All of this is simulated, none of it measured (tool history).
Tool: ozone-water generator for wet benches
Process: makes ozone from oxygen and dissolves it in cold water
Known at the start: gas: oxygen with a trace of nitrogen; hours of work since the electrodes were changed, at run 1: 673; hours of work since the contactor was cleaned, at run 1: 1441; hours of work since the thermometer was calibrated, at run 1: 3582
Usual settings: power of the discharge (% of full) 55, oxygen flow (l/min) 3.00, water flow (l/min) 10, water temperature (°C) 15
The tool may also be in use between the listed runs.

run,day,power of the discharge (% of full),oxygen flow (l/min),water flow (l/min),water temperature (°C),hours of work since the electrodes were changed,hours of work since the contactor was cleaned,hours of work since the thermometer was calibrated,dissolved ozone (ppm),ozone in the gas ahead of the water (g/m3)
1,0.000,55,3.00,10,15,673,1441,3582,25.6,184.3
2,1.938,55,3.00,10,15,719,1487,3629,25.4,183.1
3,3.358,55,4.87,10,15,753,1521,3663,24.6,139.8
4,4.233,55,3.00,10,16,774,1542,3684,24.8,182.3
5,5.508,55,3.00,10,15,805,1573,3714,25.6,184.2
6,6.992,55,3.00,10,15,840,1608,3750,25.4,183.7
7,8.854,55,3.00,10,15,885,1653,3795,25.3,182.8
8,10.088,55,3.00,10,8,915,1683,3824,28.1,183.9
9,11.112,55,3.00,10,8,939,1707,3849,27.8,181.5
10,12.633,55,3.00,10,8,976,1744,3885,28.0,185.0
11,13.725,55,3.00,10,8,1002,1770,3911,28.1,184.7
12,15.296,55,3.00,10,8,1039,1807,3949,27.8,183.1
# day 16.438: water thermometer calibrated
13,16.838,63,1.58,9,8,1076,1844,10,32.3,298.9
14,18.779,63,1.58,9,8,1122,1890,56,32.2,296.4
15,20.500,55,3.00,10,14,1164,1932,97,25.6,182.8
16,21.717,55,3.00,10,14,1193,1961,127,25.7,185.7
17,23.225,55,3.00,10,14,1229,1997,163,25.5,182.6
18,24.279,58,1.95,7,14,1254,2022,188,35.4,245.1
19,26.317,58,1.52,10,15,1303,2071,237,25.2,280.4
20,27.450,58,1.52,10,15,1330,2098,264,25.7,284.0

Forecast each of these 4 alternatives for the next run:
A,29.467,55,3.71,8,15,1379,2147,312,?,?
B,29.467,58,1.52,9,9,1379,2147,312,?,?
C,29.467,58,1.52,7,15,1379,2147,312,?,?
D,29.467,55,2.61,8,15,1379,2147,312,?,?

run,dissolved ozone (ppm),ozone in the gas ahead of the water (g/m3)
A,28.6,162.3
B,29.9,282.7
C,34.4,283.3
D,30.0,198.4
Without the tool's hidden state the same runs would have given:
run,dissolved ozone (ppm),ozone in the gas ahead of the water (g/m3)
A,29.6,165.5
B,31.0,288.7
C,35.5,289.2
D,31.0,202.4
